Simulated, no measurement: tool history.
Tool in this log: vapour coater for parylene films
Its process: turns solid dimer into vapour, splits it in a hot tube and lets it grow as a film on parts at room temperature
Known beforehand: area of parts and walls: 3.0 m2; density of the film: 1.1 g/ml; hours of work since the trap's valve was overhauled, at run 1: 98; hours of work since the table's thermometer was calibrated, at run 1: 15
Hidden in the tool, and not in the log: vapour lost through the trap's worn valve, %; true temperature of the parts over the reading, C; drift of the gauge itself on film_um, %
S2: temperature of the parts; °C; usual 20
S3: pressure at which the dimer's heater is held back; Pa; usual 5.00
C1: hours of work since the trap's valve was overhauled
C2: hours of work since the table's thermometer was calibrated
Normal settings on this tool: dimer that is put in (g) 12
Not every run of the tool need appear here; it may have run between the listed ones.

Run 1, hour 0.0: usual settings; C1 98; C2 15. Result: thickness of the film (um) 1.992.
Run 2, hour 24.7: usual settings; C1 110; C2 27. Result: thickness of the film (um) 1.994.
Run 3, hour 64.3: usual settings but S3 5.98 Pa; C1 130; C2 47. Result: thickness of the film (um) 1.931.
Run 4, hour 86.3: usual settings but S3 5.98 Pa; C1 141; C2 58. Result: thickness of the film (um) 1.953.
Run 5, hour 112.2: usual settings but S3 5.98 Pa; C1 155; C2 72. Result: thickness of the film (um) 1.927.
Run 6, hour 132.5: usual settings but dimer that is put in (g) 11; C1 165; C2 82. Result: thickness of the film (um) 1.829.
Run 7, hour 172.2: usual settings but dimer that is put in (g) 11; C1 185; C2 102. Result: thickness of the film (um) 1.830.
Run 8, hour 192.0: usual settings; C1 195; C2 112. Result: thickness of the film (um) 1.993.
Run 9, hour 227.8: usual settings; C1 213; C2 130. Result: thickness of the film (um) 2.007.
Run 10, hour 247.4: usual settings; C1 223; C2 140. Result: thickness of the film (um) 1.997.
Run 11, hour 282.8: usual settings but S3 2.83 Pa; C1 241; C2 158. Result: thickness of the film (um) 2.171.
Run 12, hour 304.8: usual settings but S3 10.42 Pa; C1 252; C2 169. Result: thickness of the film (um) 1.799.
Run 13, hour 331.1: usual settings; C1 266; C2 183. Result: thickness of the film (um) 1.987.
Run 14, hour 363.2: usual settings; C1 282; C2 199. Result: thickness of the film (um) 1.998.
Run 15, hour 400.8: usual settings; C1 301; C2 218. Result: thickness of the film (um) 1.991.
Run 16, hour 429.6: usual settings; C1 316; C2 233. Result: thickness of the film (um) 1.999.
Run 17, hour 448.8: usual settings; C1 326; C2 243. Result: thickness of the film (um) 1.992.
Run 18, hour 488.3: usual settings but dimer that is put in (g) 16; C1 346; C2 263. Result: thickness of the film (um) 2.644.
At hour 509.3: trap's valve overhauled.
Run 19, hour 509.3: usual settings but dimer that is put in (g) 16; C1 0; C2 271. Result: thickness of the film (um) 2.653.
Run 20, hour 529.8: usual settings but S2 19 °C; C1 10; C2 282. Result: thickness of the film (um) 2.055.
Run 21, hour 557.8: usual settings but S2 19 °C; C1 25; C2 296. Result: thickness of the film (um) 2.050.
Run 22, hour 574.5: usual settings but dimer that is put in (g) 10; C1 33; C2 304. Result: thickness of the film (um) 1.671.
Run 23, hour 614.9: usual settings but S3 5.95 Pa; C1 54; C2 325. Result: thickness of the film (um) 1.939.
Run 24, hour 655.4: usual settings but dimer that is put in (g) 6; C1 74; C2 346. Result: thickness of the film (um) 1.001.
Run 25, hour 680.6: usual settings but dimer that is put in (g) 9, S2 28 °C, S3 2.51 Pa; C1 87; C2 358. Result: thickness of the film (um) 1.369.
Run 26, hour 709.1: usual settings but dimer that is put in (g) 6, S2 18 °C, S3 2.51 Pa; C1 101; C2 373. Result: thickness of the film (um) 1.151.
Run 27, hour 735.4: usual settings but S2 16 °C; C1 115; C2 386. Result: thickness of the film (um) 2.222.
Run 28, hour 756.4: usual settings but dimer that is put in (g) 8, S2 16 °C; C1 126; C2 397. Result: thickness of the film (um) 1.478.
Run 29, hour 795.8: usual settings but dimer that is put in (g) 8, S2 16 °C; C1 146; C2 417. Result: thickness of the film (um) 1.469.
Run 30, hour 817.1: usual settings but dimer that is put in (g) 8, S2 13 °C, S3 2.73 Pa; C1 156; C2 428. Result: thickness of the film (um) 1.747.
Run 31, hour 842.7: usual settings but dimer that is put in (g) 15, S2 21 °C, S3 8.28 Pa; C1 169; C2 441. Result: thickness of the film (um) 2.257.
Run 32, hour 860.3: usual settings but dimer that is put in (g) 10, S3 8.28 Pa; C1 178; C2 450. Result: thickness of the film (um) 1.557.
Run 33, hour 891.8: usual settings but dimer that is put in (g) 5, S2 17 °C, S3 2.77 Pa; C1 194; C2 466. Result: thickness of the film (um) 0.981.
Run 34, hour 919.0: usual settings but dimer that is put in (g) 17, S2 18 °C, S3 7.06 Pa; C1 208; C2 479. Result: thickness of the film (um) 2.829.
Run 35, hour 939.3: usual settings but dimer that is put in (g) 13, S2 28 °C, S3 7.06 Pa; C1 218; C2 490. Result: thickness of the film (um) 1.673.
Run 36, hour 978.4: usual settings but S2 14 °C; C1 238; C2 510. Result: thickness of the film (um) 2.324.
Run 37, hour 1013.4: usual settings but dimer that is put in (g) 5, S2 27 °C, S3 6.30 Pa; C1 256; C2 527. Result: thickness of the film (um) 0.678.
Run 38, hour 1046.2: usual settings but dimer that is put in (g) 16; C1 273; C2 544. Result: thickness of the film (um) 2.655.
Run 39, hour 1081.2: usual settings but dimer that is put in (g) 16; C1 291; C2 562. Result: thickness of the film (um) 2.662.
Run 40, hour 1103.5: usual settings but dimer that is put in (g) 6, S2 19 °C, S3 2.05 Pa; C1 302; C2 573. Result: thickness of the film (um) 1.151.
Run 41, hour 1138.0: usual settings but S2 26 °C, S3 3.44 Pa; C1 319; C2 591. Result: thickness of the film (um) 1.798.
Run 42, hour 1175.5: usual settings but dimer that is put in (g) 17, S2 16 °C, S3 3.50 Pa; C1 338; C2 610. Result: thickness of the film (um) 3.302.
Run 43, hour 1198.0: usual settings but dimer that is put in (g) 13, S2 13 °C; C1 350; C2 621. Result: thickness of the film (um) 2.595.
At hour 1211.8: trap's valve overhauled.
Run 44, hour 1224.6: usual settings but dimer that is put in (g) 8, S2 23 °C, S3 3.00 Pa; C1 7; C2 633. Result: thickness of the film (um) 1.334.
Run 45, hour 1241.0: usual settings but S2 17 °C; C1 15; C2 641. Result: thickness of the film (um) 2.159.
Run 46, hour 1267.5: usual settings but dimer that is put in (g) 10, S3 5.57 Pa; C1 28; C2 654. Result: thickness of the film (um) 1.644.

Entry by entry between the runs, the difference in hidden state between the last listed run before and the first listed run after:
Between runs 18 and 19: trap's valve overhauled (hour 509.3)
  vapour lost through the trap's worn valve, %: 0.1 -> 0
Between runs 43 and 44: trap's valve overhauled (hour 1211.8)
  vapour lost through the trap's worn valve, %: 0.1 -> 0
